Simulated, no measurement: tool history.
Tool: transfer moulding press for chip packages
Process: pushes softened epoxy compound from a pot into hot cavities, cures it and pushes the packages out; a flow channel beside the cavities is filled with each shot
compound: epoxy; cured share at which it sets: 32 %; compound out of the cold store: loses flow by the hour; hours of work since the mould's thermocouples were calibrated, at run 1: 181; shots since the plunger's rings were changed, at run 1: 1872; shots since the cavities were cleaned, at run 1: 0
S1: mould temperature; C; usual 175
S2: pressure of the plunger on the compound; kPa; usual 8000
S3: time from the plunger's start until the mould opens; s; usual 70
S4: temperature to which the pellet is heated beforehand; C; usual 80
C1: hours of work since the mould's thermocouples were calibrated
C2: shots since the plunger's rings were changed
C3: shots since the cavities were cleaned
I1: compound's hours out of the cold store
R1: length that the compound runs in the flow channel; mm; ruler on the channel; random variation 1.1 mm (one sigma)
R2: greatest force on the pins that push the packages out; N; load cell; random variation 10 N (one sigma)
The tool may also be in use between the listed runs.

run	hour	S1	S2	S3	S4	C1	C2	C3	I1	R1	R2
1	0	175	8000	70	80	181	1872	0	47.2	641	481
2	33.7	175	8000	70	80	197	2250	378	21.9	764	767
3	50.7	175	8000	70	80	205	2442	570	28.1	729	825
4	85.4	175	8000	70	80	221	2830	958	23.5	752	954
# hour 89.3: cavities cleaned with cleaning compound and waxed
5	101.9	178	8000	70	80	228	2999	141	23.5	742	521
# hour 115.2: plunger's sealing rings changed
6	128.9	181	8000	70	80	240	153	416	19.9	775	559
7	144.2	175	8000	70	80	247	325	588	23.3	770	887
8	170.1	175	8000	70	80	259	615	878	33.5	715	878
# hour 180.5: cavities cleaned with cleaning compound and waxed
9	204.1	175	8000	70	80	275	980	264	45.8	655	655
10	240.8	175	9630	70	72	292	1392	676	45.2	722	829
11	264	175	9630	70	72	303	1653	937	45.7	717	903
# hour 270.8: cavities cleaned with cleaning compound and waxed
12	297.6	174	9630	70	72	318	2012	299	27.2	815	777
13	319.5	175	8730	52	80	329	2259	546	37.4	718	1628
14	336.7	175	6530	70	79	337	2452	739	44.2	592	852
# hour 362.1: cavities cleaned with cleaning compound and waxed
15	366.1	175	6140	70	84	350	2765	46	13.1	708	605
# hour 400.4: plunger's sealing rings changed
16	405.6	182	9310	71	79	367	58	461	30.4	776	512
17	424.3	182	9310	87	79	376	267	670	11.6	886	444

4 ways to go on from here, each from the tool as it stands after run 17. What would each give?
# hour 453.3: cavities cleaned with cleaning compound and waxed
A	462	175	8000	65	77	393	674	97	10.6	?	?
# hour 453.3: cavities cleaned with cleaning compound and waxed
B	462	182	9310	87	84	393	674	97	9	?	?
# hour 453.3: cavities cleaned with cleaning compound and waxed
C	462	175	8000	70	79	393	674	97	17.9	?	?
# hour 453.3: cavities cleaned with cleaning compound and waxed
D	462	175	9940	53	73	393	674	97	19.8	?	?

run	R1	R2
A	839	806
B	898	311
C	795	634
D	879	1298
Without the tool's hidden state the same runs would have given:
run	R1	R2
A	842	668
B	901	265
C	798	523
D	882	1092
